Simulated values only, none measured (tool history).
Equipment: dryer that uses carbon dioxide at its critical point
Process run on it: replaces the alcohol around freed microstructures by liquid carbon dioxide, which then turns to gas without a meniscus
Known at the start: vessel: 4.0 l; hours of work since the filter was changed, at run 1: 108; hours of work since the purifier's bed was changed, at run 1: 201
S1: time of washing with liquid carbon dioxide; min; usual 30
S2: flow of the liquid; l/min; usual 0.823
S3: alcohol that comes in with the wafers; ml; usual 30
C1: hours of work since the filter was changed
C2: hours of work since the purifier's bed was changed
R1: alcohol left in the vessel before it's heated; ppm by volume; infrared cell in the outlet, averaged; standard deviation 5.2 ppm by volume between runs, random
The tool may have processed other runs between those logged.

Run 1, hour 0: usual settings; C1 108; C2 201. Result: R1 192 ppm by volume.
Run 2, hour 21.4: usual settings; C1 118; C2 211. Result: R1 204 ppm by volume.
Run 3, hour 37.3: usual settings but S2 1.233 l/min; C1 125; C2 218. Result: R1 100 ppm by volume.
Run 4, hour 55.8: usual settings; C1 133; C2 226. Result: R1 216 ppm by volume.
Run 5, hour 80.1: usual settings; C1 143; C2 237. Result: R1 220 ppm by volume.
Run 6, hour 98: usual settings; C1 151; C2 244. Result: R1 219 ppm by volume.
Run 7, hour 122.9: usual settings; C1 162; C2 255. Result: R1 226 ppm by volume.
Run 8, hour 138.5: usual settings; C1 169; C2 262. Result: R1 226 ppm by volume.
Run 9, hour 164.1: usual settings; C1 180; C2 273. Result: R1 239 ppm by volume.
At hour 190: inlet filter changed.
Run 10, hour 194.6: usual settings; C1 2; C2 286. Result: R1 200 ppm by volume.
Run 11, hour 217.6: usual settings; C1 12; C2 296. Result: R1 197 ppm by volume.
Run 12, hour 240.4: usual settings; C1 22; C2 306. Result: R1 207 ppm by volume.
Run 13, hour 257.2: usual settings; C1 29; C2 314. Result: R1 217 ppm by volume.
Run 14, hour 286.1: usual settings but S1 26 min; C1 42; C2 326. Result: R1 293 ppm by volume.
Run 15, hour 300.5: usual settings but S1 26 min; C1 48; C2 332. Result: R1 299 ppm by volume.
Run 16, hour 315.1: usual settings but S1 26 min; C1 55; C2 339. Result: R1 303 ppm by volume.
Run 17, hour 342.6: usual settings but S1 26 min; C1 67; C2 351. Result: R1 321 ppm by volume.
Run 18, hour 359: usual settings but S3 56 ml; C1 74; C2 358. Result: R1 328 ppm by volume.
Run 19, hour 377.2: usual settings but S3 56 ml; C1 82; C2 366. Result: R1 355 ppm by volume.
Run 20, hour 392: usual settings but S3 56 ml; C1 88; C2 373. Result: R1 337 ppm by volume.
Run 21, hour 416.8: usual settings but S3 20 ml; C1 99; C2 383. Result: R1 230 ppm by volume.
Run 22, hour 438.7: usual settings but S3 20 ml; C1 109; C2 393. Result: R1 224 ppm by volume.
Run 23, hour 463.4: usual settings; C1 120; C2 404. Result: R1 269 ppm by volume.
Run 24, hour 486.1: usual settings but S1 35 min, S3 62 ml; C1 130; C2 414. Result: R1 278 ppm by volume.
Run 25, hour 513.5: usual settings but S1 35 min, S3 62 ml; C1 142; C2 426. Result: R1 307 ppm by volume.
Run 26, hour 534.4: usual settings but S1 35 min, S3 62 ml; C1 151; C2 435. Result: R1 300 ppm by volume.
Run 27, hour 559.9: usual settings but S1 25 min, S2 0.501 l/min; C1 162; C2 446. Result: R1 1148 ppm by volume.
Run 28, hour 581.6: usual settings but S1 44 min, S3 45 ml; C1 171; C2 456. Result: R1 196 ppm by volume.
Run 29, hour 602.3: usual settings but S1 46 min, S2 0.515 l/min, S3 47 ml; C1 180; C2 465. Result: R1 438 ppm by volume.
Run 30, hour 624.6: usual settings but S1 46 min, S2 0.515 l/min, S3 47 ml; C1 190; C2 474. Result: R1 445 ppm by volume.
At hour 628: inlet filter changed.
Run 31, hour 650.4: usual settings but S2 1.083 l/min, S3 72 ml; C1 10; C2 485. Result: R1 235 ppm by volume.
Run 32, hour 679.8: usual settings but S1 33 min, S2 1.083 l/min, S3 110 ml; C1 23; C2 498. Result: R1 239 ppm by volume.
Run 33, hour 701.7: usual settings but S1 42 min, S2 1.345 l/min, S3 81 ml; C1 32; C2 508. Result: R1 199 ppm by volume.
Run 34, hour 729.8: usual settings but S1 42 min, S2 1.345 l/min, S3 81 ml; C1 45; C2 520. Result: R1 203 ppm by volume.
Run 35, hour 752.7: usual settings but S1 42 min, S2 0.729 l/min, S3 27 ml; C1 55; C2 530. Result: R1 245 ppm by volume.
Run 36, hour 772: usual settings but S1 18 min, S2 1.233 l/min, S3 21 ml; C1 63; C2 538. Result: R1 315 ppm by volume.
Run 37, hour 794.3: usual settings but S1 18 min, S2 0.999 l/min, S3 21 ml; C1 73; C2 548. Result: R1 446 ppm by volume.
Run 38, hour 823: usual settings but S1 46 min, S2 1.139 l/min, S3 82 ml; C1 85; C2 561. Result: R1 219 ppm by volume.
Run 39, hour 847.3: usual settings but S1 27 min, S2 0.927 l/min, S3 95 ml; C1 96; C2 571. Result: R1 535 ppm by volume.
Run 40, hour 868.4: usual settings but S1 40 min, S2 0.927 l/min, S3 62 ml; C1 105; C2 581. Result: R1 236 ppm by volume.
Run 41, hour 897.6: usual settings but S1 40 min, S2 0.927 l/min, S3 62 ml; C1 118; C2 593. Result: R1 250 ppm by volume.
Run 42, hour 924.2: usual settings but S1 40 min, S2 0.927 l/min, S3 62 ml; C1 130; C2 605. Result: R1 270 ppm by volume.
Run 43, hour 940.7: usual settings but S2 0.856 l/min; C1 137; C2 612. Result: R1 356 ppm by volume.
Run 44, hour 958.6: usual settings but S2 0.856 l/min; C1 145; C2 620. Result: R1 353 ppm by volume.
Run 45, hour 973.5: usual settings but S1 44 min, S2 0.66 l/min, S3 33 ml; C1 151; C2 627. Result: R1 320 ppm by volume.
Run 46, hour 992.6: usual settings but S1 29 min, S3 64 ml; C1 160; C2 635. Result: R1 560 ppm by volume.

A few steps of R1 between consecutive runs. Split each: what settings, incoming material and random variation would produce without the hidden state, and what is left over for the hidden state, along with gauge scatter present in only one of the two compared results (measured, and without hidden state):
The hidden state here: flow that reaches the vessel past the clogged filter, %; alcohol in the recycled carbon dioxide, ppm; drift of the gauge itself on alcohol_ppm, %.
Run 26 -> 27: S1 35 -> 25, S2 0.823 -> 0.501, S3 62 -> 30. R1 +848 ppm by volume: hidden state +125, all else +723.
Run 27 -> 28: S1 25 -> 44, S2 0.501 -> 0.823, S3 30 -> 45. R1 -952 ppm by volume: hidden state -154, all else -798.
Run 30 -> 31: S1 46 -> 30, S2 0.515 -> 1.083, S3 47 -> 72, inlet filter changed. R1 -210 ppm by volume: hidden state -84, all else -126.
Run 38 -> 39: S1 46 -> 27, S2 1.139 -> 0.927, S3 82 -> 95. R1 +316 ppm by volume: hidden state +78, all else +238.

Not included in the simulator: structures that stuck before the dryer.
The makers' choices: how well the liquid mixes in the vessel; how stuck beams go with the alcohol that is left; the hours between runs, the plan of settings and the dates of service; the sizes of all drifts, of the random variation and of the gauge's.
